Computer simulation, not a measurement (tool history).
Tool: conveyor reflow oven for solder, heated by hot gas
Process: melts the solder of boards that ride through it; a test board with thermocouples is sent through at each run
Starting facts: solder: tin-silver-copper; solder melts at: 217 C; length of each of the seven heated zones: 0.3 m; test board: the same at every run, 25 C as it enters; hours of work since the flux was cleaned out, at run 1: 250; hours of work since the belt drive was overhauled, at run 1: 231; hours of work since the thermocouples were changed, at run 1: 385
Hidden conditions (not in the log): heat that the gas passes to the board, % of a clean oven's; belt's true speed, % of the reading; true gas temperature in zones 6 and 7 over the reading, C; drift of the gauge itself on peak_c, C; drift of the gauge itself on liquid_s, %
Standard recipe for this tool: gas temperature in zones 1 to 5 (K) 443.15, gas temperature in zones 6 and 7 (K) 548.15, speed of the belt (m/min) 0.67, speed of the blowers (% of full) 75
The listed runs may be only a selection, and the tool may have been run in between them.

| run | hour | gas temperature in zones 1 to 5 (K) | gas temperature in zones 6 and 7 (K) | speed of the belt (m/min) | speed of the blowers (% of full) | hours of work since the flux was cleaned out | hours of work since the belt drive was overhauled | hours of work since the thermocouples were changed | highest temperature of the board (K) | time above the solder's melting point (s) |
|---|---|---|---|---|---|---|---|---|---|---|
| 1 | 0 | 443.15 | 548.15 | 0.67 | 75 | 250 | 231 | 385 | 531.55 | 42.91 |
| 2 | 14.3 | 443.15 | 548.15 | 0.67 | 75 | 256 | 237 | 391 | 531.95 | 42.83 |
| 3 | 38.1 | 443.15 | 548.15 | 0.67 | 75 | 267 | 248 | 402 | 532.05 | 42.9 |
| 4 | 56.9 | 443.15 | 548.15 | 0.67 | 75 | 275 | 256 | 410 | 531.55 | 42.92 |
| 5 | 77.1 | 443.15 | 548.15 | 0.67 | 75 | 285 | 265 | 420 | 531.35 | 42.9 |
| 6 | 103.4 | 443.15 | 548.15 | 0.67 | 75 | 296 | 277 | 431 | 531.55 | 42.68 |
| 7 | 131.1 | 443.15 | 548.15 | 0.67 | 75 | 309 | 290 | 444 | 531.75 | 42.59 |
| 8 | 149.5 | 450.15 | 555.15 | 0.559 | 75 | 317 | 298 | 452 | 543.55 | 58.98 |
| 9 | 170.5 | 443.15 | 550.15 | 0.67 | 67 | 327 | 307 | 462 | 531.45 | 42.56 |
| 10 | 202.3 | 452.15 | 550.15 | 0.67 | 65 | 341 | 322 | 476 | 532.05 | 44.99 |
|  | 207.7 | belt drive overhauled, speed set with a stopwatch |
| 11 | 236 | 446.15 | 548.15 | 0.666 | 72 | 354 | 13 | 489 | 531.75 | 43.8 |
| 12 | 262.7 | 446.15 | 548.15 | 0.666 | 72 | 366 | 25 | 501 | 531.45 | 43.84 |
| 13 | 288.9 | 439.15 | 548.15 | 0.716 | 70 | 378 | 37 | 513 | 527.05 | 36.8 |
|  | 311.4 | belt drive overhauled, speed set with a stopwatch, once more |
| 14 | 311.4 | 439.15 | 548.15 | 0.716 | 70 | 386 | 0 | 521 | 526.25 | 35.85 |

4 options for the next run, each taken on its own from the tool as it stands now. Forecast them:
| A | 325.8 | 429.15 | 560.15 | 0.67 | 71 | 393 | 6 | 528 | ? | ? |
| B | 325.8 | 443.15 | 537.15 | 0.791 | 52 | 393 | 6 | 528 | ? | ? |
| C | 325.8 | 447.15 | 538.15 | 0.67 | 75 | 393 | 6 | 528 | ? | ? |
| D | 325.8 | 439.15 | 544.15 | 0.716 | 70 | 393 | 6 | 528 | ? | ? |

| run | highest temperature of the board (K) | time above the solder's melting point (s) |
|---|---|---|
| A | 538.45 | 41.72 |
| B | 507.65 | 20.65 |
| C | 522.15 | 39 |
| D | 523.05 | 34.17 |
What these runs would have given with no unlogged condition in the tool:
| run | highest temperature of the board (K) | time above the solder's melting point (s) |
|---|---|---|
| A | 542.45 | 43.48 |
| B | 511.05 | 23.56 |
| C | 525.55 | 41.16 |
| D | 526.75 | 36.41 |
